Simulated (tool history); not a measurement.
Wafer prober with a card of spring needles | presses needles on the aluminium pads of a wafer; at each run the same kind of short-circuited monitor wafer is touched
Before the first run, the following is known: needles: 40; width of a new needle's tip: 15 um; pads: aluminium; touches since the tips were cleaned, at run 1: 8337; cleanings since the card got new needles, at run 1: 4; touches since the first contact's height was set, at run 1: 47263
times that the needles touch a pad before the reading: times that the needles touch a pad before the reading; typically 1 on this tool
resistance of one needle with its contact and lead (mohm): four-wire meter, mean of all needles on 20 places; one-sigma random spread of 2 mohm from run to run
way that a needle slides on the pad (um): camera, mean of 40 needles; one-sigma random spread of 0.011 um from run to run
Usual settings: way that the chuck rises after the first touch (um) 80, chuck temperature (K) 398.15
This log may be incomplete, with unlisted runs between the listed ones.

run	day	way that the chuck rises after the first touch (um)	chuck temperature (K)	times that the needles touch a pad before the reading	touches since the tips were cleaned	cleanings since the card got new needles	touches since the first contact's height was set	resistance of one needle with its contact and lead (mohm)	way that a needle slides on the pad (um)
1	0.000	80	398.15	1	8337	4	47263	213	11.49
# day 0.038: tips cleaned on abrasive film
2	0.283	80	398.15	1	1480	5	48948	213	11.50
3	0.650	80	398.15	1	3693	5	51161	217	11.52
4	1.042	80	398.15	1	6062	5	53530	216	11.51
5	1.262	80	398.15	1	7391	5	54859	214	11.51
# day 1.446: tips cleaned on abrasive film
6	1.596	80	398.15	1	889	6	56839	212	11.50
7	1.971	80	398.15	1	3151	6	59101	213	11.52
8	2.308	80	398.15	1	5197	6	61147	220	11.51
9	2.550	83	318.15	1	6659	6	62609	195	11.95
# day 2.862: tips cleaned on abrasive film
10	2.912	80	356.15	1	309	7	64780	202	11.52
11	3.150	67	398.15	1	1724	7	66195	213	9.64
12	3.496	67	314.15	1	3812	7	68283	197	9.62

3 options for the next run, each taken on its own from the tool as it stands now. Forecast them:
A	3.717	75	397.15	1	5165	7	69636	?	?
B	3.717	80	320.15	1	5165	7	69636	?	?
C	3.717	65	303.15	3	5165	7	69636	?	?

run	resistance of one needle with its contact and lead (mohm)	way that a needle slides on the pad (um)
A	217	10.79
B	196	11.52
C	198	9.36
Stripped of hidden state, with their random variation kept, the same runs would have yielded:
run	resistance of one needle with its contact and lead (mohm)	way that a needle slides on the pad (um)
A	216	10.79
B	195	11.52
C	197	9.36
